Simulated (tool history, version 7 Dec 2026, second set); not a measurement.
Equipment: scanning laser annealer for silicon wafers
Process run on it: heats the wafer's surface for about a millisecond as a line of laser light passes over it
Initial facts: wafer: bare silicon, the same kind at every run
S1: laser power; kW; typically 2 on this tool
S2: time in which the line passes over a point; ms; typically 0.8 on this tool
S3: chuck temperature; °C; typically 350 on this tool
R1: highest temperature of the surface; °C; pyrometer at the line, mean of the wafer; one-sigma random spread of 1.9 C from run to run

Run 1, day 0: usual settings. Result: R1 1164 °C.
Run 2, day 0.742: usual settings. Result: R1 1163 °C.
Run 3, day 1.429: usual settings but S3 344 °C. Result: R1 1151 °C.
Run 4, day 2.062: usual settings but S3 344 °C. Result: R1 1155 °C.
Run 5, day 2.988: usual settings. Result: R1 1158 °C.
Run 6, day 4.183: usual settings. Result: R1 1160 °C.
Run 7, day 5.404: usual settings. Result: R1 1154 °C.
Run 8, day 6.675: usual settings. Result: R1 1157 °C.
Run 9, day 7.325: usual settings. Result: R1 1157 °C.
Run 10, day 8.088: usual settings but S1 1.953 kW. Result: R1 1132 °C.
Run 11, day 9.083: usual settings but S1 1.953 kW. Result: R1 1128 °C.
Run 12, day 9.917: usual settings but S1 1.894 kW. Result: R1 1101 °C.
Run 13, day 11.15: usual settings but S1 1.894 kW. Result: R1 1095 °C.
Run 14, day 12.479: usual settings. Result: R1 1152 °C.
Run 15, day 13.554: usual settings but S3 323 °C. Result: R1 1127 °C.
Run 16, day 14.717: usual settings but S1 1.913 kW. Result: R1 1103 °C.
Run 17, day 15.542: usual settings but S1 1.913 kW. Result: R1 1104 °C.
Run 18, day 16.229: usual settings but S1 1.913 kW. Result: R1 1105 °C.
Run 19, day 17.075: usual settings. Result: R1 1149 °C.
Run 20, day 17.783: usual settings. Result: R1 1146 °C.
Run 21, day 18.904: usual settings but S1 2.19 kW, S2 0.846 ms, S3 322 °C. Result: R1 1250 °C.
Run 22, day 19.75: usual settings but S1 2.19 kW, S2 0.846 ms, S3 322 °C. Result: R1 1245 °C.
At day 20.892: optics aligned, line set to its width.
Run 23, day 21.208: usual settings but S1 1.783 kW, S3 331 °C. Result: R1 1028 °C.
Run 24, day 22.35: usual settings but S1 1.783 kW, S3 331 °C. Result: R1 1032 °C.
Run 25, day 23.292: usual settings but S1 1.783 kW, S3 331 °C. Result: R1 1034 °C.
Run 26, day 24.367: usual settings but S1 1.709 kW, S2 0.925 ms, S3 320 °C. Result: R1 1030 °C.
Run 27, day 25.383: usual settings but S1 2.009 kW, S2 0.566 ms, S3 361 °C. Result: R1 1046 °C.
Run 28, day 26.442: usual settings but S1 1.786 kW, S3 334 °C. Result: R1 1030 °C.
Run 29, day 27.362: usual settings but S2 0.66 ms, S3 364 °C. Result: R1 1098 °C.
Run 30, day 28.542: usual settings but S2 0.66 ms, S3 364 °C. Result: R1 1098 °C.
Run 31, day 29.675: usual settings but S1 2.149 kW, S2 0.68 ms, S3 342 °C. Result: R1 1162 °C.
Run 32, day 30.542: usual settings but S1 1.867 kW, S2 0.695 ms, S3 358 °C. Result: R1 1046 °C.
Run 33, day 31.342: usual settings but S1 1.865 kW, S2 0.678 ms, S3 339 °C. Result: R1 1017 °C.
Run 34, day 32.271: usual settings but S2 0.603 ms. Result: R1 1048 °C.
Run 35, day 33.621: usual settings but S1 2.114 kW, S3 357 °C. Result: R1 1225 °C.
Run 36, day 34.925: usual settings but S1 2.114 kW, S2 0.802 ms, S3 335 °C. Result: R1 1203 °C.
Run 37, day 35.988: usual settings but S1 2.114 kW, S2 0.802 ms, S3 335 °C. Result: R1 1202 °C.
Run 38, day 36.833: usual settings but S1 2.079 kW, S2 0.651 ms, S3 382 °C. Result: R1 1143 °C.
Run 39, day 37.421: usual settings but S1 2.076 kW, S2 0.977 ms, S3 346 °C. Result: R1 1281 °C.
Run 40, day 38.054: usual settings but S1 2.175 kW, S2 0.977 ms, S3 390 °C. Result: R1 1386 °C.

Below, each run's measurement less what the same run would have read without the hidden state. Both values contain the same run-to-run variation, but the gauge's scatter may not be the same in both:
Hidden conditions of the tool in this case: light that passes the window, % of a clean one's; laser's true power over the reading, %; width of the line over the set one, %; drift of the gauge itself on peak_c, C.
run   R1
  1  -27
  2  -28
  3  -28
  4  -28
  5  -29
  6  -30
  7  -32
  8  -33
  9  -33
 10  -33
 11  -34
 12  -33
 13  -34
 14  -38
 15  -39
 16  -37
 17  -37
 18  -38
 19  -41
 20  -42
 21  -49
 22  -51
 23  -20
 24  -20
 25  -21
 26  -22
 27  -22
 28  -23
 29  -25
 30  -27
 31  -31
 32  -26
 33  -26
 34  -28
 35  -36
 36  -37
 37  -38
 38  -34
 39  -42
 40  -46
